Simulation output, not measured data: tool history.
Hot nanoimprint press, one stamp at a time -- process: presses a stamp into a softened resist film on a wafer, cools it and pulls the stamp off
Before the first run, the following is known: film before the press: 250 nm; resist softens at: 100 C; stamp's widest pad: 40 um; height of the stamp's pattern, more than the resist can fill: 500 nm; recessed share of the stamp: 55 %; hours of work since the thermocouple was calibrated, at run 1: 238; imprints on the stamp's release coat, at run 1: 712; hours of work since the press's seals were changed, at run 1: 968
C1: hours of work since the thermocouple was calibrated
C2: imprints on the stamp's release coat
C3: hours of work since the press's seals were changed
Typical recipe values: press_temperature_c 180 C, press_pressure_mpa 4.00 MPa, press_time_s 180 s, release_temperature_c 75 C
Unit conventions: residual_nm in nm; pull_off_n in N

{"run": 1, "day": 0.0, "press_temperature_c": 180, "press_pressure_mpa": 4.0, "press_time_s": 180, "release_temperature_c": 75, "C1": 238, "C2": 712, "C3": 968, "residual_nm": 119.7, "pull_off_n": 190}
{"run": 2, "day": 2.65, "press_temperature_c": 180, "press_pressure_mpa": 5.63, "press_time_s": 180, "release_temperature_c": 75, "C1": 285, "C2": 1024, "C3": 1014, "residual_nm": 102.8, "pull_off_n": 204}
{"run": 3, "day": 5.308, "press_temperature_c": 180, "press_pressure_mpa": 5.63, "press_time_s": 180, "release_temperature_c": 75, "C1": 331, "C2": 1336, "C3": 1060, "residual_nm": 103.9, "pull_off_n": 210}
{"run": 4, "day": 7.783, "press_temperature_c": 180, "press_pressure_mpa": 5.63, "press_time_s": 180, "release_temperature_c": 75, "C1": 374, "C2": 1628, "C3": 1104, "residual_nm": 104.8, "pull_off_n": 229}
{"day": 8.996, "done": "plate thermocouple calibrated"}
{"day": 9.738, "done": "stamp cleaned and given a new release coat"}
{"run": 5, "day": 10.121, "press_temperature_c": 180, "press_pressure_mpa": 5.63, "press_time_s": 180, "release_temperature_c": 75, "C1": 15, "C2": 45, "C3": 1138, "residual_nm": 99.6, "pull_off_n": 166}
{"run": 6, "day": 12.408, "press_temperature_c": 180, "press_pressure_mpa": 5.63, "press_time_s": 180, "release_temperature_c": 75, "C1": 55, "C2": 314, "C3": 1178, "residual_nm": 99.8, "pull_off_n": 171}
{"day": 15.117, "done": "press's hydraulic seals changed and the load cell set to zero"}
{"run": 7, "day": 16.475, "press_temperature_c": 180, "press_pressure_mpa": 4.0, "press_time_s": 180, "release_temperature_c": 75, "C1": 121, "C2": 754, "C3": 24, "residual_nm": 116.5, "pull_off_n": 187}
{"run": 8, "day": 18.204, "press_temperature_c": 180, "press_pressure_mpa": 4.0, "press_time_s": 180, "release_temperature_c": 75, "C1": 151, "C2": 957, "C3": 54, "residual_nm": 116.5, "pull_off_n": 195}
{"run": 9, "day": 21.183, "press_temperature_c": 180, "press_pressure_mpa": 4.0, "press_time_s": 180, "release_temperature_c": 75, "C1": 203, "C2": 1308, "C3": 106, "residual_nm": 116.8, "pull_off_n": 208}
{"run": 10, "day": 24.083, "press_temperature_c": 179, "press_pressure_mpa": 3.18, "press_time_s": 103, "release_temperature_c": 70, "C1": 254, "C2": 1649, "C3": 157, "residual_nm": 160.4, "pull_off_n": 247}
{"day": 25.846, "done": "stamp cleaned and given a new release coat"}
{"run": 11, "day": 26.242, "press_temperature_c": 179, "press_pressure_mpa": 3.18, "press_time_s": 103, "release_temperature_c": 70, "C1": 287, "C2": 46, "C3": 190, "residual_nm": 161.6, "pull_off_n": 177}
{"run": 12, "day": 30.158, "press_temperature_c": 179, "press_pressure_mpa": 4.47, "press_time_s": 149, "release_temperature_c": 72, "C1": 355, "C2": 507, "C3": 259, "residual_nm": 126.3, "pull_off_n": 196}
{"day": 32.396, "done": "plate thermocouple calibrated"}
{"run": 13, "day": 32.396, "press_temperature_c": 174, "press_pressure_mpa": 5.82, "press_time_s": 180, "release_temperature_c": 79, "C1": 0, "C2": 756, "C3": 296, "residual_nm": 119.9, "pull_off_n": 175}
{"run": 14, "day": 36.367, "press_temperature_c": 170, "press_pressure_mpa": 5.71, "press_time_s": 132, "release_temperature_c": 66, "C1": 69, "C2": 1223, "C3": 365, "residual_nm": 155.6, "pull_off_n": 246}
{"run": 15, "day": 38.971, "press_temperature_c": 180, "press_pressure_mpa": 5.69, "press_time_s": 132, "release_temperature_c": 77, "C1": 115, "C2": 1530, "C3": 411, "residual_nm": 110.6, "pull_off_n": 209}
{"day": 41.508, "done": "stamp cleaned and given a new release coat"}
{"run": 16, "day": 42.25, "press_temperature_c": 180, "press_pressure_mpa": 5.69, "press_time_s": 132, "release_temperature_c": 77, "C1": 168, "C2": 87, "C3": 464, "residual_nm": 111.5, "pull_off_n": 157}
{"run": 17, "day": 45.154, "press_temperature_c": 180, "press_pressure_mpa": 4.0, "press_time_s": 104, "release_temperature_c": 75, "C1": 219, "C2": 430, "C3": 514, "residual_nm": 141.8, "pull_off_n": 180}

Hidden condition of the tool, last listed run before each entry between runs versus first listed run after:
Run 4 -> run 5: plate thermocouple calibrated (day 8.996); stamp cleaned and given a new release coat (day 9.738)
  true temperature over the reading, C: -1.46 -> 0.04; pressure that arrives at the usual setting, %: 97.64 -> 97.55; grip of the stamp's worn release coat, % over a new coat's: 36.3 -> 1
  measured less the result without the state, residual_nm: +7.2 -> +1.5 nm; pull_off_n: +66 -> +2 N
Run 6 -> run 7: press's hydraulic seals changed and the load cell set to zero (day 15.117)
  true temperature over the reading, C: -0.11 -> -0.39; pressure that arrives at the usual setting, %: 97.45 -> 100.37; grip of the stamp's worn release coat, % over a new coat's: 6.9 -> 16.6
  measured less the result without the state, residual_nm: +2.2 -> +1.4 nm; pull_off_n: +11 -> +27 N
Run 10 -> run 11: stamp cleaned and given a new release coat (day 25.846)
  true temperature over the reading, C: -0.92 -> -1.05; pressure that arrives at the usual setting, %: 100.03 -> 99.93; grip of the stamp's worn release coat, % over a new coat's: 36.7 -> 1
  measured less the result without the state, residual_nm: +4.0 -> +4.7 nm; pull_off_n: +69 -> +4 N
Run 12 -> run 13: plate thermocouple calibrated (day 32.396)
  true temperature over the reading, C: -1.32 -> 0.29; pressure that arrives at the usual setting, %: 99.77 -> 99.67; grip of the stamp's worn release coat, % over a new coat's: 11.1 -> 16.6
  measured less the result without the state, residual_nm: +5.8 -> -1.1 nm; pull_off_n: +24 -> +24 N
Run 15 -> run 16: stamp cleaned and given a new release coat (day 41.508)
  true temperature over the reading, C: -0.16 -> -0.35; pressure that arrives at the usual setting, %: 99.38 -> 99.24; grip of the stamp's worn release coat, % over a new coat's: 34 -> 1.9
  measured less the result without the state, residual_nm: +1.1 -> +1.9 nm; pull_off_n: +53 -> +4 N
